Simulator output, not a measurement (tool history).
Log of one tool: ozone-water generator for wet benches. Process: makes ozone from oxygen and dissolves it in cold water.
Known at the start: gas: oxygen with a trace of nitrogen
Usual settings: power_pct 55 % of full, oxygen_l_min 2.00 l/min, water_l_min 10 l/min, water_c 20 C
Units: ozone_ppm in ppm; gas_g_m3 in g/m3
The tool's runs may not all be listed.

{"run": 1, "hour": 0.0, "power_pct": 55, "oxygen_l_min": 2.0, "water_l_min": 10, "water_c": 20, "ozone_ppm": 21.8, "gas_g_m3": 214.8}
{"run": 2, "hour": 45.9, "power_pct": 55, "oxygen_l_min": 2.0, "water_l_min": 10, "water_c": 20, "ozone_ppm": 21.7, "gas_g_m3": 213.1}
{"run": 3, "hour": 143.1, "power_pct": 86, "oxygen_l_min": 2.0, "water_l_min": 10, "water_c": 20, "ozone_ppm": 32.7, "gas_g_m3": 314.3}
{"run": 4, "hour": 228.4, "power_pct": 55, "oxygen_l_min": 2.0, "water_l_min": 10, "water_c": 23, "ozone_ppm": 21.1, "gas_g_m3": 214.4}
{"run": 5, "hour": 303.2, "power_pct": 55, "oxygen_l_min": 2.0, "water_l_min": 10, "water_c": 23, "ozone_ppm": 20.9, "gas_g_m3": 212.3}
{"run": 6, "hour": 404.5, "power_pct": 55, "oxygen_l_min": 2.0, "water_l_min": 13, "water_c": 23, "ozone_ppm": 17.1, "gas_g_m3": 211.1}
{"run": 7, "hour": 483.1, "power_pct": 55, "oxygen_l_min": 2.0, "water_l_min": 10, "water_c": 20, "ozone_ppm": 21.8, "gas_g_m3": 212.8}
{"hour": 523.1, "done": "water thermometer calibrated"}
{"run": 8, "hour": 540.9, "power_pct": 55, "oxygen_l_min": 2.0, "water_l_min": 15, "water_c": 20, "ozone_ppm": 15.3, "gas_g_m3": 212.1}
{"run": 9, "hour": 642.4, "power_pct": 55, "oxygen_l_min": 2.0, "water_l_min": 15, "water_c": 20, "ozone_ppm": 15.5, "gas_g_m3": 213.0}
{"run": 10, "hour": 719.9, "power_pct": 49, "oxygen_l_min": 2.0, "water_l_min": 10, "water_c": 20, "ozone_ppm": 19.6, "gas_g_m3": 192.8}
{"run": 11, "hour": 822.2, "power_pct": 55, "oxygen_l_min": 2.0, "water_l_min": 10, "water_c": 19, "ozone_ppm": 21.7, "gas_g_m3": 212.7}
{"run": 12, "hour": 907.6, "power_pct": 55, "oxygen_l_min": 2.0, "water_l_min": 10, "water_c": 19, "ozone_ppm": 22.0, "gas_g_m3": 211.6}
{"run": 13, "hour": 988.0, "power_pct": 55, "oxygen_l_min": 2.0, "water_l_min": 10, "water_c": 20, "ozone_ppm": 21.4, "gas_g_m3": 213.3}
{"run": 14, "hour": 1038.3, "power_pct": 55, "oxygen_l_min": 2.0, "water_l_min": 10, "water_c": 20, "ozone_ppm": 21.5, "gas_g_m3": 209.2}
{"hour": 1047.6, "done": "water thermometer calibrated, once more"}
{"run": 15, "hour": 1087.1, "power_pct": 55, "oxygen_l_min": 2.0, "water_l_min": 10, "water_c": 20, "ozone_ppm": 21.5, "gas_g_m3": 212.3}
{"run": 16, "hour": 1145.6, "power_pct": 55, "oxygen_l_min": 1.62, "water_l_min": 10, "water_c": 20, "ozone_ppm": 20.9, "gas_g_m3": 235.1}
{"run": 17, "hour": 1230.8, "power_pct": 55, "oxygen_l_min": 2.66, "water_l_min": 16, "water_c": 19, "ozone_ppm": 15.2, "gas_g_m3": 185.3}
{"run": 18, "hour": 1302.2, "power_pct": 97, "oxygen_l_min": 2.0, "water_l_min": 16, "water_c": 16, "ozone_ppm": 24.5, "gas_g_m3": 344.8}
{"run": 19, "hour": 1385.9, "power_pct": 61, "oxygen_l_min": 2.22, "water_l_min": 6, "water_c": 22, "ozone_ppm": 32.0, "gas_g_m3": 219.3}
{"run": 20, "hour": 1441.3, "power_pct": 61, "oxygen_l_min": 2.22, "water_l_min": 6, "water_c": 22, "ozone_ppm": 32.1, "gas_g_m3": 219.4}
{"run": 21, "hour": 1541.1, "power_pct": 55, "oxygen_l_min": 1.2, "water_l_min": 12, "water_c": 20, "ozone_ppm": 16.5, "gas_g_m3": 270.6}
{"run": 22, "hour": 1601.7, "power_pct": 93, "oxygen_l_min": 1.46, "water_l_min": 14, "water_c": 20, "ozone_ppm": 23.9, "gas_g_m3": 385.3}
{"run": 23, "hour": 1660.1, "power_pct": 93, "oxygen_l_min": 1.46, "water_l_min": 14, "water_c": 20, "ozone_ppm": 23.8, "gas_g_m3": 386.7}
{"run": 24, "hour": 1748.2, "power_pct": 93, "oxygen_l_min": 1.46, "water_l_min": 14, "water_c": 20, "ozone_ppm": 23.6, "gas_g_m3": 384.8}
{"run": 25, "hour": 1845.3, "power_pct": 93, "oxygen_l_min": 1.46, "water_l_min": 9, "water_c": 27, "ozone_ppm": 32.0, "gas_g_m3": 386.3}
{"run": 26, "hour": 1943.7, "power_pct": 93, "oxygen_l_min": 1.17, "water_l_min": 9, "water_c": 25, "ozone_ppm": 32.1, "gas_g_m3": 426.1}
{"run": 27, "hour": 2020.7, "power_pct": 66, "oxygen_l_min": 2.49, "water_l_min": 9, "water_c": 14, "ozone_ppm": 30.0, "gas_g_m3": 220.8}
{"run": 28, "hour": 2084.6, "power_pct": 55, "oxygen_l_min": 2.0, "water_l_min": 7, "water_c": 13, "ozone_ppm": 30.9, "gas_g_m3": 208.8}
{"run": 29, "hour": 2179.8, "power_pct": 72, "oxygen_l_min": 2.15, "water_l_min": 10, "water_c": 20, "ozone_ppm": 27.4, "gas_g_m3": 254.6}
{"run": 30, "hour": 2272.2, "power_pct": 72, "oxygen_l_min": 1.01, "water_l_min": 10, "water_c": 20, "ozone_ppm": 23.2, "gas_g_m3": 370.0}
{"run": 31, "hour": 2363.9, "power_pct": 55, "oxygen_l_min": 2.23, "water_l_min": 13, "water_c": 20, "ozone_ppm": 17.1, "gas_g_m3": 198.3}
{"run": 32, "hour": 2461.2, "power_pct": 62, "oxygen_l_min": 2.23, "water_l_min": 13, "water_c": 20, "ozone_ppm": 19.3, "gas_g_m3": 220.1}

Forecast each of these 4 alternatives for the next run:
{"run": "A", "hour": 2539.5, "power_pct": 55, "oxygen_l_min": 2.62, "water_l_min": 10, "water_c": 17, "ozone_ppm": "?", "gas_g_m3": "?"}
{"run": "B", "hour": 2539.5, "power_pct": 55, "oxygen_l_min": 2.86, "water_l_min": 10, "water_c": 18, "ozone_ppm": "?", "gas_g_m3": "?"}
{"run": "C", "hour": 2539.5, "power_pct": 62, "oxygen_l_min": 2.23, "water_l_min": 13, "water_c": 22, "ozone_ppm": "?", "gas_g_m3": "?"}
{"run": "D", "hour": 2539.5, "power_pct": 62, "oxygen_l_min": 2.23, "water_l_min": 13, "water_c": 25, "ozone_ppm": "?", "gas_g_m3": "?"}

run=A ozone_ppm=23.0 gas_g_m3=184.7
run=B ozone_ppm=22.6 gas_g_m3=176.9
run=C ozone_ppm=19.1 gas_g_m3=222.3
run=D ozone_ppm=17.9 gas_g_m3=219.2
Without the tool's hidden state the same runs would have given:
run=A ozone_ppm=24.3 gas_g_m3=191.9
run=B ozone_ppm=23.9 gas_g_m3=183.8
run=C ozone_ppm=20.4 gas_g_m3=232.2
run=D ozone_ppm=19.1 gas_g_m3=228.9
